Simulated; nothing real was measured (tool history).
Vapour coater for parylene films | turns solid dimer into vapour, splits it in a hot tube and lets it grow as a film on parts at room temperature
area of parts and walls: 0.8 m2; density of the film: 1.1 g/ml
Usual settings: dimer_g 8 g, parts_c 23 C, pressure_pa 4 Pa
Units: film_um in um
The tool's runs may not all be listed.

run 1 hour=0 | dimer_g=8 parts_c=23 pressure_pa=4 | film_um=5.05
run 2 hour=28.5 | dimer_g=8 parts_c=23 pressure_pa=4 | film_um=5.04
run 3 hour=69.2 | dimer_g=8 parts_c=23 pressure_pa=4 | film_um=4.88
run 4 hour=102.6 | dimer_g=8 parts_c=23 pressure_pa=4 | film_um=4.92
run 5 hour=152.9 | dimer_g=8 parts_c=23 pressure_pa=4 | film_um=4.98
run 6 hour=184.1 | dimer_g=8 parts_c=23 pressure_pa=4 | film_um=4.94
run 7 hour=229.1 | dimer_g=8 parts_c=34 pressure_pa=4 | film_um=3.93
run 8 hour=274.3 | dimer_g=5 parts_c=23 pressure_pa=4 | film_um=3.05
run 9 hour=342.4 | dimer_g=5 parts_c=23 pressure_pa=4 | film_um=3.03
run 10 hour=375.6 | dimer_g=5 parts_c=23 pressure_pa=4 | film_um=3
run 11 hour=436 | dimer_g=7 parts_c=15 pressure_pa=4 | film_um=4.88
run 12 hour=481.1 | dimer_g=7 parts_c=15 pressure_pa=8.2 | film_um=4.31
run 13 hour=518.6 | dimer_g=4 parts_c=15 pressure_pa=3.36 | film_um=2.89
run 14 hour=569.7 | dimer_g=6 parts_c=35 pressure_pa=3.06 | film_um=3.32
run 15 hour=601.3 | dimer_g=13 parts_c=20 pressure_pa=2.13 | film_um=10.33
run 16 hour=660.4 | dimer_g=13 parts_c=20 pressure_pa=2.13 | film_um=10.02
run 17 hour=700.8 | dimer_g=14 parts_c=16 pressure_pa=4.93 | film_um=10.34

Not shown: 1 entry that the log had between the listed runs. Between which runs, and how does the tool's hidden state differ before and after?
Between runs 13 and 14: trap's valve overhauled (hour 567.8)
  vapour lost through the trap's worn valve, %: 12.4 -> 0.3; true temperature of the parts over the reading, C: -0.46 -> -0.48
  measured less the result without the state, film_um: -0.38 -> +0.03 um

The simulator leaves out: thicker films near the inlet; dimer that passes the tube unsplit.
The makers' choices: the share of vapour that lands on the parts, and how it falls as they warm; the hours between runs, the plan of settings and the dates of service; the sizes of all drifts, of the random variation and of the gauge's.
